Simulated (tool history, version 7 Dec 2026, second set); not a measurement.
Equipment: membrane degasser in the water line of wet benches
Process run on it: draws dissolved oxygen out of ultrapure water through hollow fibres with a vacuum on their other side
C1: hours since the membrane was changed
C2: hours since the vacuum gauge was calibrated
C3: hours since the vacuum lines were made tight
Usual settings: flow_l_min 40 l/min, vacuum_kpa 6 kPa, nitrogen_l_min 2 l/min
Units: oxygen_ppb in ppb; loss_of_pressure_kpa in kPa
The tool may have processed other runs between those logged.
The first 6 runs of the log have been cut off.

Run 7, hour 777.5: usual settings but vacuum_kpa 5.24 kPa; C1 3143; C2 631; C3 8069. Result: oxygen_ppb 94.2 ppb, loss_of_pressure_kpa 57.71 kPa.
Run 8, hour 924.4: usual settings; C1 3290; C2 778; C3 8216. Result: oxygen_ppb 127.6 ppb, loss_of_pressure_kpa 57.03 kPa.
Run 9, hour 1049.7: usual settings but vacuum_kpa 5.76 kPa; C1 3415; C2 904; C3 8341. Result: oxygen_ppb 117.9 ppb, loss_of_pressure_kpa 57.18 kPa.
Run 10, hour 1176.4: usual settings but flow_l_min 51 l/min, vacuum_kpa 5.76 kPa; C1 3542; C2 1030; C3 8468. Result: oxygen_ppb 147.5 ppb, loss_of_pressure_kpa 72.8 kPa.
Run 11, hour 1276.6: usual settings but nitrogen_l_min 1.88 l/min; C1 3642; C2 1131; C3 8568. Result: oxygen_ppb 133.2 ppb, loss_of_pressure_kpa 57.06 kPa.
Run 12, hour 1366.8: usual settings but nitrogen_l_min 1.88 l/min; C1 3732; C2 1221; C3 8658. Result: oxygen_ppb 135.9 ppb, loss_of_pressure_kpa 57.61 kPa.
Run 13, hour 1456.2: usual settings but nitrogen_l_min 1.6 l/min; C1 3822; C2 1310; C3 8748. Result: oxygen_ppb 156.3 ppb, loss_of_pressure_kpa 57.14 kPa.
Run 14, hour 1602: usual settings but nitrogen_l_min 2.84 l/min; C1 3968; C2 1456; C3 8894. Result: oxygen_ppb 96.8 ppb, loss_of_pressure_kpa 57.7 kPa.
Run 15, hour 1724.3: usual settings but nitrogen_l_min 2.84 l/min; C1 4090; C2 1578; C3 9016. Result: oxygen_ppb 94.7 ppb, loss_of_pressure_kpa 57.11 kPa.
Run 16, hour 1843.2: usual settings but nitrogen_l_min 2.84 l/min; C1 4209; C2 1697; C3 9135. Result: oxygen_ppb 94.9 ppb, loss_of_pressure_kpa 57.24 kPa.
Run 17, hour 1976.6: usual settings but nitrogen_l_min 2.84 l/min; C1 4342; C2 1831; C3 9268. Result: oxygen_ppb 94.4 ppb, loss_of_pressure_kpa 57.4 kPa.
At hour 2009.2: seals of the vacuum lines changed.
Run 18, hour 2142.7: usual settings but flow_l_min 25 l/min, nitrogen_l_min 5.93 l/min; C1 4506; C2 1995; C3 134. Result: oxygen_ppb 30.9 ppb, loss_of_pressure_kpa 35.68 kPa.
Run 19, hour 2281.1: usual settings but flow_l_min 25 l/min, nitrogen_l_min 5.93 l/min; C1 4645; C2 2133; C3 272. Result: oxygen_ppb 30.3 ppb, loss_of_pressure_kpa 36.15 kPa.
Run 20, hour 2404.8: usual settings but flow_l_min 27 l/min, nitrogen_l_min 5.36 l/min; C1 4768; C2 2257; C3 396. Result: oxygen_ppb 36 ppb, loss_of_pressure_kpa 38.95 kPa.
Run 21, hour 2540.8: usual settings but flow_l_min 36 l/min, nitrogen_l_min 0.81 l/min; C1 4904; C2 2393; C3 532. Result: oxygen_ppb 247.8 ppb, loss_of_pressure_kpa 51.88 kPa.
Run 22, hour 2648.3: usual settings but flow_l_min 57 l/min, vacuum_kpa 6.89 kPa, nitrogen_l_min 3.07 l/min; C1 5012; C2 2500; C3 639. Result: oxygen_ppb 158.2 ppb, loss_of_pressure_kpa 82.03 kPa.
Run 23, hour 2811.7: usual settings but flow_l_min 63 l/min, vacuum_kpa 8.12 kPa, nitrogen_l_min 2.23 l/min; C1 5175; C2 2664; C3 803. Result: oxygen_ppb 292.5 ppb, loss_of_pressure_kpa 90.62 kPa.
Run 24, hour 2970.3: usual settings but flow_l_min 37 l/min, vacuum_kpa 6.11 kPa; C1 5334; C2 2822; C3 961. Result: oxygen_ppb 123.8 ppb, loss_of_pressure_kpa 52.84 kPa.
Run 25, hour 3093.8: usual settings but vacuum_kpa 3.99 kPa, nitrogen_l_min 0.88 l/min; C1 5457; C2 2946; C3 1085. Result: oxygen_ppb 78.8 ppb, loss_of_pressure_kpa 57.79 kPa.
Run 26, hour 3203.5: usual settings but nitrogen_l_min 1.16 l/min; C1 5567; C2 3055; C3 1194. Result: oxygen_ppb 203.9 ppb, loss_of_pressure_kpa 57.9 kPa.
Run 27, hour 3323.1: usual settings but flow_l_min 52 l/min, nitrogen_l_min 3.95 l/min; C1 5687; C2 3175; C3 1314. Result: oxygen_ppb 92 ppb, loss_of_pressure_kpa 75.11 kPa.
Run 28, hour 3481.9: usual settings but flow_l_min 52 l/min, nitrogen_l_min 3.95 l/min; C1 5846; C2 3334; C3 1473. Result: oxygen_ppb 91.3 ppb, loss_of_pressure_kpa 75.2 kPa.
Run 29, hour 3582.1: usual settings but flow_l_min 52 l/min, vacuum_kpa 7.43 kPa, nitrogen_l_min 5.85 l/min; C1 5946; C2 3434; C3 1573. Result: oxygen_ppb 95.1 ppb, loss_of_pressure_kpa 75.53 kPa.
Run 30, hour 3669.9: usual settings but flow_l_min 52 l/min, vacuum_kpa 6.13 kPa, nitrogen_l_min 5.13 l/min; C1 6034; C2 3522; C3 1661. Result: oxygen_ppb 76.2 ppb, loss_of_pressure_kpa 74.69 kPa.
Run 31, hour 3745.4: usual settings but flow_l_min 25 l/min, vacuum_kpa 7.65 kPa, nitrogen_l_min 5.13 l/min; C1 6109; C2 3597; C3 1736. Result: oxygen_ppb 54.9 ppb, loss_of_pressure_kpa 36.2 kPa.

Here are 3 independent what-if runs from the current tool condition. What would each one return?
At hour 3771.3: vacuum gauge calibrated.
Run A, hour 3878.8: usual settings but flow_l_min 29 l/min, vacuum_kpa 7.38 kPa, nitrogen_l_min 5.13 l/min; C1 6242; C2 108; C3 1869. Result: oxygen_ppb ?, loss_of_pressure_kpa ?.
At hour 3771.3: vacuum gauge calibrated.
Run B, hour 3878.8: usual settings but vacuum_kpa 10.53 kPa; C1 6242; C2 108; C3 1869. Result: oxygen_ppb ?, loss_of_pressure_kpa ?.
At hour 3771.3: vacuum gauge calibrated.
Run C, hour 3878.8: usual settings but nitrogen_l_min 1.36 l/min; C1 6242; C2 108; C3 1869. Result: oxygen_ppb ?, loss_of_pressure_kpa ?.

run  oxygen_ppb  loss_of_pressure_kpa
  A        58.2                 41.84
  B       322.8                 57.87
  C       174.6                 57.63
Without the tool's unlogged condition, the same runs would have read:
run  oxygen_ppb  loss_of_pressure_kpa
  A        57.9                 40.87
  B         322                 56.51
  C       173.9                 56.29
